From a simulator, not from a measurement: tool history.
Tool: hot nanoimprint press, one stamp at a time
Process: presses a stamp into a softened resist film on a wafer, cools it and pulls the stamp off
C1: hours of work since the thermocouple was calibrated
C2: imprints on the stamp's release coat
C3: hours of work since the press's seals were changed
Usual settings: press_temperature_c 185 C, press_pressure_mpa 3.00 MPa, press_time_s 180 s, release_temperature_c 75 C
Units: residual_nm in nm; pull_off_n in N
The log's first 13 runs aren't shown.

{"hour": 764.4, "done": "stamp cleaned and given a new release coat"}
{"run": 14, "hour": 774.8, "press_temperature_c": 185, "press_pressure_mpa": 3.0, "press_time_s": 276, "release_temperature_c": 75, "C1": 163, "C2": 58, "C3": 744, "residual_nm": 159.6, "pull_off_n": 163}
{"run": 15, "hour": 828.7, "press_temperature_c": 185, "press_pressure_mpa": 3.0, "press_time_s": 276, "release_temperature_c": 75, "C1": 203, "C2": 362, "C3": 784, "residual_nm": 159.4, "pull_off_n": 168}
{"run": 16, "hour": 876.3, "press_temperature_c": 183, "press_pressure_mpa": 2.33, "press_time_s": 180, "release_temperature_c": 78, "C1": 238, "C2": 630, "C3": 819, "residual_nm": 217.4, "pull_off_n": 168}
{"run": 17, "hour": 924.3, "press_temperature_c": 185, "press_pressure_mpa": 2.08, "press_time_s": 180, "release_temperature_c": 75, "C1": 273, "C2": 900, "C3": 854, "residual_nm": 218.6, "pull_off_n": 190}
{"hour": 948.9, "done": "plate thermocouple calibrated"}
{"run": 18, "hour": 978.2, "press_temperature_c": 188, "press_pressure_mpa": 3.0, "press_time_s": 93, "release_temperature_c": 75, "C1": 22, "C2": 1187, "C3": 892, "residual_nm": 203.8, "pull_off_n": 187}
{"hour": 1016.9, "done": "stamp cleaned and given a new release coat"}
{"run": 19, "hour": 1046.2, "press_temperature_c": 188, "press_pressure_mpa": 3.0, "press_time_s": 93, "release_temperature_c": 75, "C1": 67, "C2": 166, "C3": 937, "residual_nm": 205.0, "pull_off_n": 165}
{"run": 20, "hour": 1092.5, "press_temperature_c": 188, "press_pressure_mpa": 3.0, "press_time_s": 93, "release_temperature_c": 75, "C1": 101, "C2": 426, "C3": 971, "residual_nm": 205.3, "pull_off_n": 175}
{"run": 21, "hour": 1143.5, "press_temperature_c": 188, "press_pressure_mpa": 3.0, "press_time_s": 93, "release_temperature_c": 75, "C1": 139, "C2": 713, "C3": 1009, "residual_nm": 206.4, "pull_off_n": 180}
{"run": 22, "hour": 1182.1, "press_temperature_c": 181, "press_pressure_mpa": 1.86, "press_time_s": 252, "release_temperature_c": 68, "C1": 167, "C2": 931, "C3": 1037, "residual_nm": 230.3, "pull_off_n": 212}
{"hour": 1269.9, "done": "stamp cleaned and given a new release coat"}
{"run": 23, "hour": 1270.8, "press_temperature_c": 181, "press_pressure_mpa": 1.99, "press_time_s": 252, "release_temperature_c": 68, "C1": 228, "C2": 5, "C3": 1098, "residual_nm": 224.0, "pull_off_n": 185}
{"hour": 1308.6, "done": "press's hydraulic seals changed and the load cell set to zero"}
{"hour": 1362.4, "done": "plate thermocouple calibrated"}
{"run": 24, "hour": 1363.5, "press_temperature_c": 187, "press_pressure_mpa": 1.99, "press_time_s": 252, "release_temperature_c": 70, "C1": 1, "C2": 465, "C3": 38, "residual_nm": 187.9, "pull_off_n": 191}
{"run": 25, "hour": 1403.3, "press_temperature_c": 187, "press_pressure_mpa": 1.99, "press_time_s": 238, "release_temperature_c": 70, "C1": 30, "C2": 690, "C3": 68, "residual_nm": 192.3, "pull_off_n": 192}
{"run": 26, "hour": 1485.7, "press_temperature_c": 187, "press_pressure_mpa": 2.2, "press_time_s": 238, "release_temperature_c": 64, "C1": 91, "C2": 1154, "C3": 128, "residual_nm": 183.6, "pull_off_n": 232}

Run 27 comes next. What will it give?
{"hour": 1531.2, "done": "stamp cleaned and given a new release coat"}
{"run": 27, "hour": 1568.1, "press_temperature_c": 178, "press_pressure_mpa": 3.0, "press_time_s": 180, "release_temperature_c": 75, "C1": 147, "C2": 208, "C3": 185, "residual_nm": "?", "pull_off_n": "?"}

Run 27 gave residual_nm 213.1 nm, pull_off_n 165 N.
Without the tool's hidden state the same run would have given residual_nm 208.8 nm, pull_off_n 158 N.
